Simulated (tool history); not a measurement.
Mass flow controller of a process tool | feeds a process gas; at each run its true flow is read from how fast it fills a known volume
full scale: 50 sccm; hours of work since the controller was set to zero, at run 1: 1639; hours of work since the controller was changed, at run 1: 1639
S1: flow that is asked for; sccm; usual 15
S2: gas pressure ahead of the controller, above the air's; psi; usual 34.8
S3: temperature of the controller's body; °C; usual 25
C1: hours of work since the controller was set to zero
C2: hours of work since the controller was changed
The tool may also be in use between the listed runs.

{"run": 1, "hour": 0.0, "S1": 15, "S2": 34.8, "S3": 25, "C1": 1639, "C2": 1639, "true flow (%)": 98.42}
{"run": 2, "hour": 308.4, "S1": 15, "S2": 34.8, "S3": 25, "C1": 1866, "C2": 1866, "true flow (%)": 98.57}
{"run": 3, "hour": 623.2, "S1": 15, "S2": 34.8, "S3": 25, "C1": 2098, "C2": 2098, "true flow (%)": 98.42}
{"run": 4, "hour": 766.6, "S1": 15, "S2": 34.8, "S3": 35, "C1": 2204, "C2": 2204, "true flow (%)": 97.72}
{"run": 5, "hour": 911.4, "S1": 15, "S2": 34.8, "S3": 35, "C1": 2311, "C2": 2311, "true flow (%)": 97.6}
{"run": 6, "hour": 1193.2, "S1": 15, "S2": 34.8, "S3": 39, "C1": 2518, "C2": 2518, "true flow (%)": 97.3}
{"run": 7, "hour": 1477.8, "S1": 15, "S2": 34.8, "S3": 25, "C1": 2728, "C2": 2728, "true flow (%)": 98}
{"run": 8, "hour": 1765.8, "S1": 15, "S2": 34.8, "S3": 25, "C1": 2940, "C2": 2940, "true flow (%)": 97.97}
{"run": 9, "hour": 2031.7, "S1": 15, "S2": 34.8, "S3": 25, "C1": 3136, "C2": 3136, "true flow (%)": 98.06}
{"run": 10, "hour": 2248.1, "S1": 5, "S2": 34.8, "S3": 25, "C1": 3296, "C2": 3296, "true flow (%)": 97.32}
{"run": 11, "hour": 2575.6, "S1": 5, "S2": 34.8, "S3": 25, "C1": 3537, "C2": 3537, "true flow (%)": 97.34}
{"run": 12, "hour": 2802.3, "S1": 5, "S2": 34.8, "S3": 25, "C1": 3704, "C2": 3704, "true flow (%)": 97.29}
{"run": 13, "hour": 3038.2, "S1": 5, "S2": 34.8, "S3": 25, "C1": 3878, "C2": 3878, "true flow (%)": 97.18}
{"run": 14, "hour": 3190.1, "S1": 15, "S2": 34.8, "S3": 25, "C1": 3990, "C2": 3990, "true flow (%)": 97.71}
{"hour": 3234.8, "done": "controller's zero set anew"}
{"run": 15, "hour": 3374.6, "S1": 15, "S2": 34.8, "S3": 25, "C1": 103, "C2": 4126, "true flow (%)": 97.71}
{"run": 16, "hour": 3688.9, "S1": 15, "S2": 34.8, "S3": 25, "C1": 335, "C2": 4357, "true flow (%)": 97.55}
{"run": 17, "hour": 3989.1, "S1": 15, "S2": 34.8, "S3": 25, "C1": 556, "C2": 4578, "true flow (%)": 97.52}
{"run": 18, "hour": 4152.8, "S1": 15, "S2": 34.8, "S3": 25, "C1": 677, "C2": 4699, "true flow (%)": 97.45}
{"run": 19, "hour": 4294.5, "S1": 15, "S2": 34.8, "S3": 33, "C1": 781, "C2": 4804, "true flow (%)": 96.83}
{"run": 20, "hour": 4573.1, "S1": 15, "S2": 34.8, "S3": 33, "C1": 986, "C2": 5009, "true flow (%)": 96.76}
{"run": 21, "hour": 4801.1, "S1": 35, "S2": 24.7, "S3": 25, "C1": 1154, "C2": 5177, "true flow (%)": 97.82}

Run 22 comes next. What will it give?
{"run": 22, "hour": 5030.2, "S1": 35, "S2": 24.7, "S3": 25, "C1": 1323, "C2": 5346, "true flow (%)": "?"}

true flow (%): 97.79
Without the tool's hidden state the same run would have given true flow (%) 99.05.
